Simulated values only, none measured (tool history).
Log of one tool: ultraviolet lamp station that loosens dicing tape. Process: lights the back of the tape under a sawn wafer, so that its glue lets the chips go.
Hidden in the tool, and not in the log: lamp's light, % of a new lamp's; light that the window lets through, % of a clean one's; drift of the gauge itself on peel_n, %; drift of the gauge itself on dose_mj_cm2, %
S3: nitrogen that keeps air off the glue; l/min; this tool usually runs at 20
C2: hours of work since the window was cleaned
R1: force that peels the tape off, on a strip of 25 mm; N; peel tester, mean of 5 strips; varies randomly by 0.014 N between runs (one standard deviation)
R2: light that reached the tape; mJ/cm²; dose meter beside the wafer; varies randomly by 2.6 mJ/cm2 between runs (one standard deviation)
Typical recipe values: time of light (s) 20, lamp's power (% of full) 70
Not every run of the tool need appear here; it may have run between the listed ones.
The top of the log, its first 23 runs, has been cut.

run 24 hour=1524.5 | time_of_light_(s)=28 lamp's_power_(%_of_full)=76 S3=11 | hours_of_work_of_the_lamp=266 C2=50 | R1=0.538 R2=443
run 25 hour=1612.2 | time_of_light_(s)=28 lamp's_power_(%_of_full)=76 S3=11 | hours_of_work_of_the_lamp=313 C2=97 | R1=0.606 R2=434
run 26 hour=1676.5 | time_of_light_(s)=19 lamp's_power_(%_of_full)=64 S3=11 | hours_of_work_of_the_lamp=348 C2=132 | R1=1.399 R2=243
run 27 hour=1728.9 | time_of_light_(s)=21 lamp's_power_(%_of_full)=76 S3=23 | hours_of_work_of_the_lamp=377 C2=161 | R1=0.628 R2=317
run 28 hour=1774.0 | time_of_light_(s)=13 lamp's_power_(%_of_full)=79 S3=8 | hours_of_work_of_the_lamp=401 C2=185 | R1=2.033 R2=198
run 29 hour=1840.0 | time_of_light_(s)=38 lamp's_power_(%_of_full)=82 S3=29 | hours_of_work_of_the_lamp=437 C2=221 | R1=0.214 R2=595
run 30 hour=1885.1 | time_of_light_(s)=13 lamp's_power_(%_of_full)=79 S3=37 | hours_of_work_of_the_lamp=462 C2=246 | R1=1.052 R2=195
run 31 hour=1972.2 | time_of_light_(s)=13 lamp's_power_(%_of_full)=79 S3=37 | hours_of_work_of_the_lamp=509 C2=293 | R1=1.090 R2=192
run 32 hour=2031.0 | time_of_light_(s)=20 lamp's_power_(%_of_full)=79 S3=7 | hours_of_work_of_the_lamp=541 C2=325 | R1=1.400 R2=289
-- hour=2051.2 window cleaned of glue's vapour
run 33 hour=2125.8 | time_of_light_(s)=16 lamp's_power_(%_of_full)=83 S3=16 | hours_of_work_of_the_lamp=593 C2=41 | R1=1.069 R2=257
run 34 hour=2203.8 | time_of_light_(s)=13 lamp's_power_(%_of_full)=66 S3=10 | hours_of_work_of_the_lamp=635 C2=83 | R1=2.186 R2=161
run 35 hour=2250.3 | time_of_light_(s)=22 lamp's_power_(%_of_full)=69 S3=20 | hours_of_work_of_the_lamp=660 C2=108 | R1=0.765 R2=283
run 36 hour=2334.9 | time_of_light_(s)=22 lamp's_power_(%_of_full)=69 S3=20 | hours_of_work_of_the_lamp=706 C2=154 | R1=0.875 R2=280
run 37 hour=2388.9 | time_of_light_(s)=22 lamp's_power_(%_of_full)=95 S3=31 | hours_of_work_of_the_lamp=736 C2=184 | R1=0.393 R2=378
run 38 hour=2482.1 | time_of_light_(s)=33 lamp's_power_(%_of_full)=95 S3=20 | hours_of_work_of_the_lamp=787 C2=235 | R1=0.272 R2=554
run 39 hour=2555.8 | time_of_light_(s)=14 lamp's_power_(%_of_full)=64 S3=14 | hours_of_work_of_the_lamp=827 C2=275 | R1=2.049 R2=156

3 ways to go on from here, each from the tool as it stands after run 39. What would each give?
run A hour=2646.8 | time_of_light_(s)=20 lamp's_power_(%_of_full)=75 S3=7 | hours_of_work_of_the_lamp=876 C2=324 | R1=? R2=?
run B hour=2646.8 | time_of_light_(s)=16 lamp's_power_(%_of_full)=94 S3=10 | hours_of_work_of_the_lamp=876 C2=324 | R1=? R2=?
run C hour=2646.8 | time_of_light_(s)=14 lamp's_power_(%_of_full)=82 S3=14 | hours_of_work_of_the_lamp=876 C2=324 | R1=? R2=?

run=A R1=1.653 R2=250
run=B R1=1.409 R2=248
run=C R1=1.663 R2=191
With the hidden condition removed and each run's random variation left untouched, the same runs would have given:
run=A R1=1.124 R2=340
run=B R1=0.916 R2=338
run=C R1=1.128 R2=260

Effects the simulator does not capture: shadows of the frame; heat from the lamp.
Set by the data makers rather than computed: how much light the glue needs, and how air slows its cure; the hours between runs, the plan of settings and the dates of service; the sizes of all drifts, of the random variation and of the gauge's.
